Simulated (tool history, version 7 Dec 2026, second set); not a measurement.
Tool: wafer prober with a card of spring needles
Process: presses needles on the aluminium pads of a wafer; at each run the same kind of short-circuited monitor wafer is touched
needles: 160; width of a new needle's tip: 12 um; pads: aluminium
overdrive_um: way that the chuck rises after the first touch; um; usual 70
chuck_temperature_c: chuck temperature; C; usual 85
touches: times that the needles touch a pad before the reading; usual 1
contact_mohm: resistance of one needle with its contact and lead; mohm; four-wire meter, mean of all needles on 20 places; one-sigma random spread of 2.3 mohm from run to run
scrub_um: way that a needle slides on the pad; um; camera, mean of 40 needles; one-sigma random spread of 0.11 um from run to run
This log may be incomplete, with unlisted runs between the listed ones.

| run | day | overdrive_um | chuck_temperature_c | touches | contact_mohm | scrub_um |
|---|---|---|---|---|---|---|
| 1 | 0.000 | 70 | 85 | 1 | 263 | 16.76 |
|  | 0.292 | tips cleaned on abrasive film |
|  | 0.775 | tips cleaned on abrasive film |
|  | 1.167 | tips cleaned on abrasive film |
| 2 | 1.271 | 70 | 85 | 1 | 265 | 16.52 |
|  | 1.567 | tips cleaned on abrasive film |
|  | 2.054 | tips cleaned on abrasive film |
|  | 2.450 | tips cleaned on abrasive film |
| 3 | 2.650 | 70 | 85 | 1 | 267 | 16.33 |
|  | 2.846 | tips cleaned on abrasive film |
|  | 3.238 | tips cleaned on abrasive film |
|  | 3.725 | tips cleaned on abrasive film |
|  | 4.204 | tips cleaned on abrasive film |
|  | 4.692 | tips cleaned on abrasive film |
| 4 | 4.783 | 70 | 85 | 1 | 264 | 16.25 |
|  | 5.175 | tips cleaned on abrasive film |
|  | 5.567 | tips cleaned on abrasive film |
|  | 5.958 | tips cleaned on abrasive film |
| 5 | 6.179 | 70 | 85 | 1 | 273 | 16.22 |
|  | 6.379 | tips cleaned on abrasive film |
|  | 6.771 | tips cleaned on abrasive film |
|  | 7.262 | tips cleaned on abrasive film |
| 6 | 7.500 | 70 | 85 | 1 | 269 | 16.00 |
|  | 7.700 | tips cleaned on abrasive film |
|  | 8.179 | tips cleaned on abrasive film |
|  | 8.483 | height of the first contact set anew |
| 7 | 8.483 | 68 | 85 | 1 | 273 | 15.59 |
|  | 8.683 | tips cleaned on abrasive film |
|  | 9.162 | tips cleaned on abrasive film |
|  | 9.654 | tips cleaned on abrasive film |
|  | 10.142 | tips cleaned on abrasive film |
|  | 10.562 | tips cleaned on abrasive film |
| 8 | 10.562 | 70 | 85 | 1 | 257 | 15.79 |
|  | 11.046 | tips cleaned on abrasive film |
|  | 11.512 | tips cleaned on abrasive film |
| 9 | 11.883 | 70 | 85 | 1 | 273 | 15.71 |
|  | 11.983 | tips cleaned on abrasive film |
|  | 12.471 | tips cleaned on abrasive film |
|  | 12.867 | tips cleaned on abrasive film |
| 10 | 12.962 | 70 | 85 | 1 | 263 | 15.67 |
|  | 13.258 | tips cleaned on abrasive film |
|  | 13.654 | tips cleaned on abrasive film |
|  | 14.142 | tips cleaned on abrasive film |
| 11 | 14.204 | 70 | 85 | 1 | 266 | 15.54 |
|  | 14.596 | tips cleaned on abrasive film |
|  | 14.988 | tips cleaned on abrasive film |
|  | 15.479 | tips cleaned on abrasive film |
| 12 | 15.829 | 60 | 53 | 1 | 279 | 13.19 |
|  | 15.925 | tips cleaned on abrasive film |
|  | 16.417 | tips cleaned on abrasive film |
|  | 16.812 | height of the first contact set anew, once more |
|  | 16.912 | tips cleaned on abrasive film |
| 13 | 16.950 | 70 | 31 | 1 | 249 | 16.70 |
|  | 17.338 | tips cleaned on abrasive film |
|  | 17.812 | tips cleaned on abrasive film |
|  | 18.300 | tips cleaned on abrasive film |
|  | 18.788 | tips cleaned on abrasive film |
| 14 | 18.879 | 51 | 62 | 1 | 278 | 12.03 |
|  | 19.271 | tips cleaned on abrasive film |
|  | 19.746 | tips cleaned on abrasive film |
|  | 20.225 | tips cleaned on abrasive film |
|  | 20.696 | tips cleaned on abrasive film |
| 15 | 20.933 | 51 | 62 | 1 | 286 | 12.04 |
|  | 21.121 | tips cleaned on abrasive film |
|  | 21.612 | tips cleaned on abrasive film |
|  | 22.100 | tips cleaned on abrasive film |
|  | 22.529 | tips cleaned on abrasive film |
| 16 | 22.529 | 53 | 33 | 3 | 247 | 12.37 |

Estimate the outcome of run 17 from the log above:
|  | 22.921 | tips cleaned on abrasive film |
|  | 23.400 | tips cleaned on abrasive film |
|  | 23.879 | tips cleaned on abrasive film |
| 17 | 23.929 | 53 | 33 | 3 | ? | ? |

{"run 17": {"contact_mohm": 255, "scrub_um": 12.29}}
Were there no unlogged condition in the tool, this run, its random variation unchanged, would have produced contact_mohm 243 mohm, scrub_um 12.68 um.

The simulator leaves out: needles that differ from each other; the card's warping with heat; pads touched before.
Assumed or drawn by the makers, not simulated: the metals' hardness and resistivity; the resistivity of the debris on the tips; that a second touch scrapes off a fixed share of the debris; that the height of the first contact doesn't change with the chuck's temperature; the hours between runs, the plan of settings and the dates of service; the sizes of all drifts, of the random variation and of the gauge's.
